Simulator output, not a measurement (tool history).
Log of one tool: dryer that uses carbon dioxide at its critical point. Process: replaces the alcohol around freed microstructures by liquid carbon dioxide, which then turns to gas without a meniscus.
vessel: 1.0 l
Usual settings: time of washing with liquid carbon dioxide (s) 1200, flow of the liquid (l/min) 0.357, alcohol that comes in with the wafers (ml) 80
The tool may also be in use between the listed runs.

run,hour,time of washing with liquid carbon dioxide (s),flow of the liquid (l/min),alcohol that comes in with the wafers (ml),alcohol left in the vessel before it's heated (ppm by volume)
1,0.0,1200,0.357,80,285
2,45.0,1200,0.357,60,273
3,76.3,840,0.357,80,1092
4,102.6,840,0.357,80,1065
5,144.3,840,0.357,80,1135
6,192.6,1200,0.223,80,1737
7,233.9,1200,0.237,80,1436
8,270.3,1200,0.357,80,345
# hour 309.5: inlet filter changed
9,318.8,1200,0.357,80,295
10,372.4,1200,0.357,80,307
11,402.2,960,0.357,80,637
12,443.6,1200,0.357,80,303
# hour 451.8: purifier's bed changed
13,476.2,1200,0.357,80,129
14,525.0,1200,0.357,80,148
15,569.3,1620,0.365,80,25
16,620.8,780,0.489,80,309
17,665.8,780,0.489,80,332
18,702.3,780,0.489,80,339
19,735.4,780,0.489,80,355
20,773.8,780,0.489,80,372
# hour 791.6: inlet filter changed
21,805.7,1800,0.560,102,42
22,857.0,1140,0.398,20,68
23,881.0,1200,0.398,81,104
24,923.1,720,0.292,47,1980
25,962.3,720,0.292,47,2027
26,1013.7,1200,0.440,102,94

3 ways to go on from here, each from the tool as it stands after run 26. What would each give?
A,1060.8,1200,0.357,42,?
B,1060.8,720,0.440,29,?
C,1060.8,1680,0.321,69,?

run,alcohol left in the vessel before it's heated (ppm by volume)
A,143
B,324
C,81
Without the tool's hidden state the same runs would have given:
run,alcohol left in the vessel before it's heated (ppm by volume)
A,69
B,221
C,15
